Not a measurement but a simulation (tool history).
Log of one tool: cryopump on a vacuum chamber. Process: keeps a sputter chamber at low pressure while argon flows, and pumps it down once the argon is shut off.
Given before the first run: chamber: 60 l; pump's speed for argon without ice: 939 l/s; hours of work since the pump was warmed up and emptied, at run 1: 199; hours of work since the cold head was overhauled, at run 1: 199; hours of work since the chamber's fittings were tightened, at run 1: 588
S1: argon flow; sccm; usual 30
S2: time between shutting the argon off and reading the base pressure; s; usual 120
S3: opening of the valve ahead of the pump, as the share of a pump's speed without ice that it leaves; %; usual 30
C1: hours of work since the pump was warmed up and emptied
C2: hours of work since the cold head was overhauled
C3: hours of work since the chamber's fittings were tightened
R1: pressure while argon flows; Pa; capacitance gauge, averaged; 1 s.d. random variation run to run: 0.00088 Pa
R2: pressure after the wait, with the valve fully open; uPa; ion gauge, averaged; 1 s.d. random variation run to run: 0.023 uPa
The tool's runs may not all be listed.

run	day	S1	S2	S3	C1	C2	C3	R1	R2
1	0.000	30	120	30	199	199	588	0.1924	1.48
2	0.496	30	120	30	210	210	599	0.1931	1.47
3	1.117	30	120	30	223	223	613	0.1928	1.54
4	1.629	30	120	30	234	234	624	0.1933	1.49
5	2.200	30	120	30	246	246	636	0.1948	1.51
6	2.788	30	120	45	259	259	649	0.1370	1.59
7	3.412	30	120	30	273	273	662	0.1947	1.58
8	3.858	30	120	30	282	282	672	0.1962	1.64
9	4.300	30	170	30	292	292	681	0.1989	1.48
10	4.892	15	40	30	305	305	694	0.1004	2.57
11	5.325	25	30	44	314	314	703	0.1198	3.07
12	5.883	25	30	44	326	326	715	0.1213	3.13
13	6.283	14	35	15	335	335	724	0.1785	2.84
14	6.908	14	35	15	348	348	737	0.1780	2.98
15	7.354	14	35	15	358	358	747	0.1806	2.94
16	7.692	43	120	21	365	365	754	0.4058	1.84
17	8.038	43	121	21	372	372	762	0.4046	1.96
18	8.458	27	123	21	381	381	771	0.2543	1.90

3 ways to go on from here, each from the tool as it stands after run 18. What would each give?
A	8.983	58	85	21	393	393	782	?	?
B	8.983	50	120	37	393	393	782	?	?
C	8.983	30	120	39	393	393	782	?	?

run	R1	R2
A	0.5514	2.17
B	0.2890	2.03
C	0.1659	1.95
Without the tool's hidden state the same runs would have given:
run	R1	R2
A	0.4987	1.00
B	0.2436	0.84
C	0.1387	0.79

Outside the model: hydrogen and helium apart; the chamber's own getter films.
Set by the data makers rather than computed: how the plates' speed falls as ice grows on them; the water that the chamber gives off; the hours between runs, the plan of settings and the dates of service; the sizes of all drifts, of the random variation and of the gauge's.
